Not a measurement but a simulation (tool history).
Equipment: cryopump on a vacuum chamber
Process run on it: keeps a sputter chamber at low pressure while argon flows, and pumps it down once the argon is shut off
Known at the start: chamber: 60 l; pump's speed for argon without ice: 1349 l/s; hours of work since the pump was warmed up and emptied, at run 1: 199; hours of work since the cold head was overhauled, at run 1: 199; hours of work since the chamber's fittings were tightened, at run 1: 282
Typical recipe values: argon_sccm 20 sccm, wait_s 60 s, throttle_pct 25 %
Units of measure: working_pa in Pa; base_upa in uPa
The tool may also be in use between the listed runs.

| run | hour | argon_sccm | wait_s | throttle_pct | hours of work since the pump was warmed up and emptied | hours of work since the cold head was overhauled | hours of work since the chamber's fittings were tightened | working_pa | base_upa |
|---|---|---|---|---|---|---|---|---|---|
| 1 | 0.0 | 20 | 60 | 25 | 199 | 199 | 282 | 0.1006 | 1.36 |
| 2 | 18.3 | 20 | 60 | 25 | 208 | 208 | 291 | 0.1016 | 1.31 |
| 3 | 50.8 | 20 | 60 | 29 | 224 | 224 | 306 | 0.0883 | 1.30 |
| 4 | 74.6 | 20 | 60 | 25 | 235 | 235 | 318 | 0.1010 | 1.40 |
| 5 | 102.7 | 20 | 60 | 25 | 249 | 249 | 331 | 0.1024 | 1.33 |
| 6 | 134.7 | 20 | 60 | 25 | 264 | 264 | 347 | 0.1022 | 1.37 |
| 7 | 150.8 | 20 | 60 | 25 | 272 | 272 | 355 | 0.1020 | 1.34 |
| 8 | 182.9 | 20 | 60 | 25 | 287 | 287 | 370 | 0.1026 | 1.36 |
| 9 | 208.3 | 20 | 60 | 25 | 300 | 300 | 382 | 0.1028 | 1.40 |
| 10 | 224.3 | 20 | 60 | 17 | 307 | 307 | 390 | 0.1498 | 1.42 |
| 11 | 251.4 | 20 | 60 | 17 | 320 | 320 | 403 | 0.1503 | 1.40 |
| 12 | 272.6 | 20 | 138 | 25 | 331 | 331 | 413 | 0.1027 | 0.93 |
| 13 | 291.0 | 20 | 138 | 25 | 339 | 339 | 422 | 0.1025 | 0.96 |
| 14 | 308.8 | 20 | 60 | 25 | 348 | 348 | 431 | 0.1035 | 1.39 |
| 15 | 334.1 | 20 | 60 | 25 | 360 | 360 | 443 | 0.1039 | 1.47 |
| 16 | 355.0 | 20 | 165 | 25 | 370 | 370 | 453 | 0.1023 | 0.89 |
| 17 | 375.9 | 20 | 60 | 18 | 380 | 380 | 463 | 0.1420 | 1.44 |
| 18 | 406.0 | 10 | 265 | 18 | 395 | 395 | 477 | 0.0713 | 0.82 |
| 19 | 434.7 | 10 | 265 | 59 | 409 | 409 | 491 | 0.0221 | 0.83 |
| 20 | 465.6 | 20 | 168 | 55 | 423 | 423 | 506 | 0.0492 | 0.93 |
| 21 | 482.7 | 12 | 24 | 25 | 432 | 432 | 514 | 0.0617 | 2.85 |
| 22 | 504.9 | 16 | 22 | 32 | 442 | 442 | 525 | 0.0663 | 3.06 |
| 23 | 518.6 | 20 | 25 | 35 | 449 | 449 | 532 | 0.0750 | 2.78 |
| 24 | 542.0 | 20 | 25 | 35 | 460 | 460 | 543 | 0.0753 | 2.70 |
| 25 | 571.8 | 20 | 125 | 35 | 475 | 475 | 557 | 0.0750 | 1.10 |
| 26 | 598.8 | 20 | 125 | 35 | 488 | 488 | 570 | 0.0743 | 1.11 |
| 27 | 630.5 | 9 | 60 | 25 | 503 | 503 | 586 | 0.0462 | 1.54 |
| 28 | 656.5 | 9 | 60 | 25 | 515 | 515 | 598 | 0.0465 | 1.62 |
| 29 | 684.8 | 9 | 60 | 25 | 529 | 529 | 612 | 0.0476 | 1.65 |
| 30 | 701.1 | 9 | 60 | 25 | 537 | 537 | 619 | 0.0468 | 1.62 |
| 31 | 729.3 | 33 | 46 | 28 | 550 | 550 | 633 | 0.1559 | 1.85 |
| 32 | 745.7 | 10 | 60 | 37 | 558 | 558 | 641 | 0.0374 | 1.68 |
| 33 | 767.9 | 29 | 60 | 25 | 569 | 569 | 652 | 0.1533 | 1.64 |
| 34 | 785.6 | 29 | 35 | 25 | 578 | 578 | 660 | 0.1532 | 2.33 |

Some steps in working_pa between neighbouring runs. How much of each would the tool show without its hidden state too (settings, what came in, random variation), and how much is left for the hidden state, with any gauge scatter that isn't in both results?
What the log doesn't record here: pump's speed, % of a pump's without ice; cold plate's temperature, K; leak into the chamber, uPa l/s; drift of the gauge itself on working_pa, %; drift of the gauge itself on base_upa, %.
Run 30 -> 31: argon_sccm 9 -> 33, wait_s 60 -> 46, throttle_pct 25 -> 28. working_pa +0.1091 Pa: hidden state +0.0054, all else +0.1037.
Run 31 -> 32: argon_sccm 33 -> 10, wait_s 46 -> 60, throttle_pct 28 -> 37. working_pa -0.1185 Pa: hidden state -0.0051, all else -0.1134.
Run 32 -> 33: argon_sccm 10 -> 29, throttle_pct 37 -> 25. working_pa +0.1159 Pa: hidden state +0.0045, all else +0.1114.
